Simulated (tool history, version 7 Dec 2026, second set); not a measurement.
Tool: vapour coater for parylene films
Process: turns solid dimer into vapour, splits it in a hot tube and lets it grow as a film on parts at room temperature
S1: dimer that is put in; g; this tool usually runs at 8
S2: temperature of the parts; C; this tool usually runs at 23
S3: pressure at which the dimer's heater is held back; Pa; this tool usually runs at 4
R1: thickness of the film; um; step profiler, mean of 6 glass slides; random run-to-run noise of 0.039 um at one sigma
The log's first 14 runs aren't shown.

run,hour,S1,S2,S3,R1
15,236.3,8,20,4,5.56
16,251.5,8,20,4,5.46
17,268.6,8,23,4,4.93
18,287.1,8,23,4,4.92
19,309.1,5,23,4,3.11
20,332.9,5,23,4,3.06
21,346.6,8,26,4,4.38
# hour 349: table's thermometer calibrated
22,367,8,26,4,4.4
23,387.5,8,23,4,4.82
24,412.7,8,23,4,4.81
# hour 421.4: table's thermometer calibrated, once more
# hour 427.3: trap's valve overhauled
25,430.2,4,33,5.45,1.91
26,441.7,8,21,7.1,5.55
27,466.5,8,21,7.1,5.53

Run 28, settings as shown, results not yet in. Your forecast:
28,485.2,8,23,5.89,?

Run 28 came out at R1 5.25 um.
Were there no unlogged condition in the tool, this run, its random variation unchanged, would have produced R1 5.36 um.

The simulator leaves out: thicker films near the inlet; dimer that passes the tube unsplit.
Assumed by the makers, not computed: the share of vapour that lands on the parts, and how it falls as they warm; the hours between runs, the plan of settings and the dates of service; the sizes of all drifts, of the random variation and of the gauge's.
